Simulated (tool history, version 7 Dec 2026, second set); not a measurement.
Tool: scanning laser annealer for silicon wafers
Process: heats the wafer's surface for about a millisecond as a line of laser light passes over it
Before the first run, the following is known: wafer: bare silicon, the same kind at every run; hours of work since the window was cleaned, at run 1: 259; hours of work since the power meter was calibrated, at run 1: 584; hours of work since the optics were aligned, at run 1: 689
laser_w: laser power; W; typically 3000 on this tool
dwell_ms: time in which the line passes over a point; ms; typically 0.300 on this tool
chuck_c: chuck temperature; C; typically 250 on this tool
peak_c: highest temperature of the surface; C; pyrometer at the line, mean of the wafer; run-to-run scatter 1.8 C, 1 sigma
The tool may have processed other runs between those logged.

run	day	laser_w	dwell_ms	chuck_c	hours of work since the window was cleaned	hours of work since the power meter was calibrated	hours of work since the optics were aligned	peak_c
1	0.000	3000	0.300	250	259	584	689	1013
2	1.050	3000	0.302	250	277	602	706	1019
3	2.025	3000	0.302	250	293	618	722	1013
4	3.238	3000	0.302	218	313	639	743	982
# day 4.392: window over the wafer cleaned
5	4.475	3000	0.302	218	1	658	762	997
6	5.888	3000	0.302	218	25	682	786	992
7	6.883	3000	0.302	218	42	698	802	997
8	7.621	3000	0.300	250	54	711	815	1019
9	8.954	3000	0.300	250	76	733	837	1020
10	10.267	3000	0.300	250	98	755	859	1019
11	11.475	3000	0.300	250	119	775	879	1015
12	12.842	3000	0.300	223	142	798	902	989
13	13.492	3000	0.300	223	152	809	913	989
14	14.225	3000	0.300	250	165	821	925	1015
15	14.988	3000	0.300	250	177	834	938	1015
16	16.450	3000	0.300	250	202	859	963	1015
17	17.675	3000	0.300	250	223	879	983	1013
18	18.408	3000	0.300	250	235	891	996	1011
19	19.188	2775	0.300	250	248	905	1009	938
20	20.621	2775	0.300	250	272	929	1033	938
21	21.517	2775	0.300	250	287	944	1048	933
22	22.975	2793	0.274	259	311	968	1072	913
23	24.083	2793	0.274	259	330	987	1091	912
# day 24.279: window over the wafer cleaned
24	25.054	3061	0.377	242	13	1001	1106	1144
25	26.529	3000	0.370	250	38	1026	1130	1116
26	27.521	3160	0.225	250	54	1043	1147	946
27	28.533	3000	0.300	256	71	1060	1164	1021
28	29.692	3128	0.307	272	91	1079	1183	1088
29	30.833	3128	0.299	265	110	1098	1202	1071
# day 31.046: laser's power meter calibrated
30	31.933	3128	0.361	264	126	15	1219	1151
31	32.996	2955	0.238	272	144	33	1236	923
32	33.604	2955	0.230	211	154	43	1247	847
33	34.238	3298	0.374	289	165	53	1257	1252
34	34.962	2853	0.265	250	177	66	1269	908
# day 35.183: laser's power meter calibrated, once more
35	35.721	2660	0.300	237	187	9	1280	894
36	36.467	2815	0.328	250	200	21	1293	995
37	37.104	3000	0.300	286	211	32	1303	1051
38	37.925	3057	0.304	219	224	46	1317	1008
39	38.788	3000	0.244	231	239	60	1331	909
40	39.938	3297	0.297	263	258	80	1351	1117
41	41.229	2977	0.378	250	280	101	1372	1108

Here are 4 independent what-if runs from the current tool condition. What would each one return?
A	42.054	2941	0.365	230	294	115	1386	?
B	42.054	2977	0.319	261	294	115	1386	?
C	42.054	2702	0.300	225	294	115	1386	?
D	42.054	3204	0.222	256	294	115	1386	?

run	peak_c
A	1056
B	1036
C	889
D	954
Had the tool no hidden state, the same runs would have come out as:
run	peak_c
A	1095
B	1072
C	920
D	987

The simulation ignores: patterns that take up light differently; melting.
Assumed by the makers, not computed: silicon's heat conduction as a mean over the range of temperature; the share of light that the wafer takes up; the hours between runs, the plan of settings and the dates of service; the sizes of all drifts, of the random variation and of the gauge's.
